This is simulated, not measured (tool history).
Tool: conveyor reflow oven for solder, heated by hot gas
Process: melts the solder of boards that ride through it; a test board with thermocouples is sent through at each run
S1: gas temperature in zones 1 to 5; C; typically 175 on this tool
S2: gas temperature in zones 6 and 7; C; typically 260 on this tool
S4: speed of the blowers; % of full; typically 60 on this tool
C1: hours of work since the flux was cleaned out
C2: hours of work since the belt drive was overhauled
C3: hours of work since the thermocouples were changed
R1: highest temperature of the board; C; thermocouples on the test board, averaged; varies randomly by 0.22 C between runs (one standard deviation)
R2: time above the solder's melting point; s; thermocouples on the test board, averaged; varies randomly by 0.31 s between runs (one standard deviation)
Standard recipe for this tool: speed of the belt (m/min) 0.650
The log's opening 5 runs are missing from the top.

run 6 hour=81.7 | S1=175 S2=266 speed_of_the_belt_(m/min)=0.650 S4=60 | C1=178 C2=207 C3=452 | R1=247.4 R2=44.6
run 7 hour=101.0 | S1=175 S2=266 speed_of_the_belt_(m/min)=0.650 S4=60 | C1=188 C2=218 C3=463 | R1=247.6 R2=45.2
run 8 hour=123.4 | S1=175 S2=266 speed_of_the_belt_(m/min)=0.650 S4=60 | C1=201 C2=231 C3=476 | R1=247.9 R2=44.8
run 9 hour=143.3 | S1=175 S2=266 speed_of_the_belt_(m/min)=0.650 S4=60 | C1=212 C2=242 C3=487 | R1=247.6 R2=44.3
run 10 hour=156.4 | S1=173 S2=260 speed_of_the_belt_(m/min)=0.650 S4=60 | C1=219 C2=249 C3=494 | R1=242.6 R2=40.2
run 11 hour=177.2 | S1=175 S2=265 speed_of_the_belt_(m/min)=0.650 S4=60 | C1=231 C2=260 C3=505 | R1=247.1 R2=43.9
run 12 hour=194.9 | S1=163 S2=260 speed_of_the_belt_(m/min)=0.650 S4=60 | C1=240 C2=270 C3=515 | R1=240.1 R2=35.1
run 13 hour=212.4 | S1=163 S2=260 speed_of_the_belt_(m/min)=0.650 S4=60 | C1=250 C2=280 C3=525 | R1=240.2 R2=35.1
run 14 hour=229.5 | S1=163 S2=260 speed_of_the_belt_(m/min)=0.650 S4=60 | C1=260 C2=290 C3=535 | R1=239.9 R2=35.2
run 15 hour=248.9 | S1=165 S2=260 speed_of_the_belt_(m/min)=0.650 S4=60 | C1=270 C2=300 C3=545 | R1=240.1 R2=36.2
-- hour=255.3 flux residue cleaned out of gas plates and filters
run 16 hour=274.6 | S1=186 S2=260 speed_of_the_belt_(m/min)=0.650 S4=60 | C1=11 C2=312 C3=557 | R1=245.5 R2=47.5
run 17 hour=295.0 | S1=186 S2=251 speed_of_the_belt_(m/min)=0.650 S4=82 | C1=22 C2=323 C3=568 | R1=242.3 R2=47.0
run 18 hour=313.3 | S1=175 S2=264 speed_of_the_belt_(m/min)=0.650 S4=60 | C1=32 C2=333 C3=578 | R1=246.8 R2=44.5
run 19 hour=335.7 | S1=188 S2=274 speed_of_the_belt_(m/min)=0.650 S4=60 | C1=45 C2=346 C3=591 | R1=258.0 R2=55.9
run 20 hour=361.1 | S1=174 S2=274 speed_of_the_belt_(m/min)=0.614 S4=60 | C1=59 C2=360 C3=605 | R1=256.9 R2=54.3
run 21 hour=374.6 | S1=179 S2=270 speed_of_the_belt_(m/min)=0.601 S4=83 | C1=66 C2=367 C3=612 | R1=260.7 R2=59.5
-- hour=380.3 belt drive overhauled, speed set with a stopwatch
run 22 hour=397.8 | S1=175 S2=263 speed_of_the_belt_(m/min)=0.650 S4=53 | C1=77 C2=10 C3=623 | R1=243.3 R2=41.0
run 23 hour=408.5 | S1=169 S2=253 speed_of_the_belt_(m/min)=0.640 S4=60 | C1=83 C2=16 C3=629 | R1=236.3 R2=35.5
run 24 hour=422.7 | S1=175 S2=270 speed_of_the_belt_(m/min)=0.641 S4=60 | C1=91 C2=24 C3=637 | R1=252.4 R2=49.1

Run 25, settings as shown, results not yet in. Your forecast:
run 25 hour=437.9 | S1=175 S2=270 speed_of_the_belt_(m/min)=0.641 S4=60 | C1=99 C2=32 C3=645 | R1=? R2=?

{"run 25": {"R1": 252.1, "R2": 49.5}}
Minus the tool's unlogged condition, the same run would have read R1 251.2 C, R2 48.2 s.
